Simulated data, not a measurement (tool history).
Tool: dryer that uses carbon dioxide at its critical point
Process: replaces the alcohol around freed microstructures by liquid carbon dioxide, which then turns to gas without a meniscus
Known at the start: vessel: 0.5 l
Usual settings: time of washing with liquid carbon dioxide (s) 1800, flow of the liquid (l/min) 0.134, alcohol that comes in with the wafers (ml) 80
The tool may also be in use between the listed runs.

run	hour	time of washing with liquid carbon dioxide (s)	flow of the liquid (l/min)	alcohol that comes in with the wafers (ml)	alcohol left in the vessel before it's heated (ppm by volume)
1	0	1800	0.134	80	255
2	20.1	1260	0.134	80	1457
3	58.4	1260	0.134	80	1469
4	80	1800	0.149	80	182
5	102.3	1800	0.149	80	182
6	131.7	1800	0.149	80	198
7	164.4	1800	0.134	24	162
8	203.4	1800	0.134	24	162
9	241	1800	0.134	24	158
10	275.3	1800	0.134	24	170
11	302.2	1800	0.134	24	175
12	341.6	1800	0.134	24	171
13	360.3	1800	0.172	80	146
14	393.1	1800	0.136	58	256
15	411.7	1800	0.136	58	249
16	431.9	1860	0.092	71	1345
17	450.6	1860	0.092	71	1320
18	482.6	1860	0.092	71	1353
19	504.9	1740	0.108	42	576

The same runs without the tool's hidden state, with the same run-to-run variation:
The hidden state here: flow that reaches the vessel past the clogged filter, %; alcohol in the recycled carbon dioxide, ppm; drift of the gauge itself on alcohol_ppm, %.
run	alcohol left in the vessel before it's heated (ppm by volume)
1	116
2	1033
3	1022
4	56
5	57
6	68
7	47
8	42
9	35
10	44
11	50
12	44
13	22
14	84
15	77
16	786
17	765
18	777
19	275
